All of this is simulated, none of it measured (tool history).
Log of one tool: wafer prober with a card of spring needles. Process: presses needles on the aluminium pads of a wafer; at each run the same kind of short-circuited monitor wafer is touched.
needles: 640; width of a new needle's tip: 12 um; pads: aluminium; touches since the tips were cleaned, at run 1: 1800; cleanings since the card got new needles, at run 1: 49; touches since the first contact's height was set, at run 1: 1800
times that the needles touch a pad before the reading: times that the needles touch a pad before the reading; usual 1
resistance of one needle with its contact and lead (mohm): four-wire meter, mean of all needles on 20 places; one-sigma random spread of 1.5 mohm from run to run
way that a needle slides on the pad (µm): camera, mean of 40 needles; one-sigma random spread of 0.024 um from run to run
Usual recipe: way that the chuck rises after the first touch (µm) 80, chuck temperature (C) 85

run	hour	way that the chuck rises after the first touch (µm)	chuck temperature (C)	times that the needles touch a pad before the reading	touches since the tips were cleaned	cleanings since the card got new needles	touches since the first contact's height was set	resistance of one needle with its contact and lead (mohm)	way that a needle slides on the pad (µm)
1	0	80	85	1	1800	49	1800	163	16.78
# hour 10.3: tips cleaned on abrasive film
2	13	80	85	1	1951	50	11037	165	16.82
# hour 22.9: tips cleaned on abrasive film
3	31.8	80	85	1	6342	51	24372	192	16.76
# hour 36.3: tips cleaned on abrasive film
# hour 49: tips cleaned on abrasive film
4	50.8	80	51	1	1233	53	37815	150	16.74
# hour 61.9: tips cleaned on abrasive film
5	68.7	72	85	1	4863	54	50570	190	15.01
# hour 75.1: tips cleaned on abrasive film
6	84.6	80	85	2	6834	55	61893	172	16.7
# hour 88: tips cleaned on abrasive film
7	98.2	80	85	2	7270	56	71491	172	16.61
# hour 100.8: tips cleaned on abrasive film
# hour 114.1: tips cleaned on abrasive film
# hour 114.4: height of the first contact set anew
8	116.8	80	85	2	1674	58	1674	150	16.82
# hour 127.5: tips cleaned on abrasive film
9	127.5	75	85	1	0	59	9303	144	15.73
10	139.4	75	85	1	8528	59	17831	199	15.72
# hour 141.1: tips cleaned on abrasive film
11	150.1	69	85	1	6443	60	25350	205	14.5
# hour 153.6: tips cleaned on abrasive film
12	159.1	80	85	1	3946	61	31727	181	16.73
# hour 166.7: tips cleaned on abrasive film
13	167.5	80	85	1	584	62	37708	148	16.73
# hour 179.2: tips cleaned on abrasive film
14	182.9	80	85	1	2588	63	48593	169	16.74
# hour 192.4: tips cleaned on abrasive film
15	201.6	80	85	2	6577	64	61938	172	16.7
# hour 205.8: tips cleaned on abrasive film
# hour 218.6: tips cleaned on abrasive film
16	221.1	80	85	1	1806	66	75708	167	16.65
# hour 231: tips cleaned on abrasive film
# hour 231.3: height of the first contact set anew
17	235.5	80	85	1	2970	67	2970	172	16.84
# hour 243.8: tips cleaned on abrasive film
18	247.8	80	85	1	2822	68	11694	172	16.81
# hour 256.5: tips cleaned on abrasive film
19	265.5	68	55	1	6399	69	24266	202	14.3
# hour 269.3: tips cleaned on abrasive film
# hour 282.6: tips cleaned on abrasive film
20	284.8	66	72	2	1623	71	37961	157	13.79
21	293.4	71	116	2	7770	71	44108	182	14.82
# hour 296.6: tips cleaned on abrasive film
# hour 310.4: tips cleaned on abrasive film
22	311.6	71	116	2	853	73	56992	159	14.81
# hour 323.5: tips cleaned on abrasive film
23	327.4	71	116	1	2849	74	68217	183	14.74
# hour 336: tips cleaned on abrasive film
24	340.5	80	50	2	3193	75	77464	156	16.66
# hour 348.3: height of the first contact set anew
# hour 350.1: tips cleaned on abrasive film
25	354.6	80	50	2	3227	76	4497	156	16.84
# hour 363.4: tips cleaned on abrasive film
26	371.4	87	71	3	5708	77	16430	153	18.25
# hour 377.5: tips cleaned on abrasive film
27	381.3	87	71	3	2707	78	23408	147	18.25
# hour 391: tips cleaned on abrasive film
28	393	84	53	1	1433	79	31728	150	17.57

Run 29 is up next; what results do you expect?
# hour 404.2: tips cleaned on abrasive film
29	404.5	83	53	3	206	80	39837	?	?

resistance of one needle with its contact and lead (mohm): 135
way that a needle slides on the pad (µm): 17.36
With the hidden condition absent and the run-to-run variation left alone, this run would have shown resistance of one needle with its contact and lead (mohm) 131, way that a needle slides on the pad (µm) 17.48.
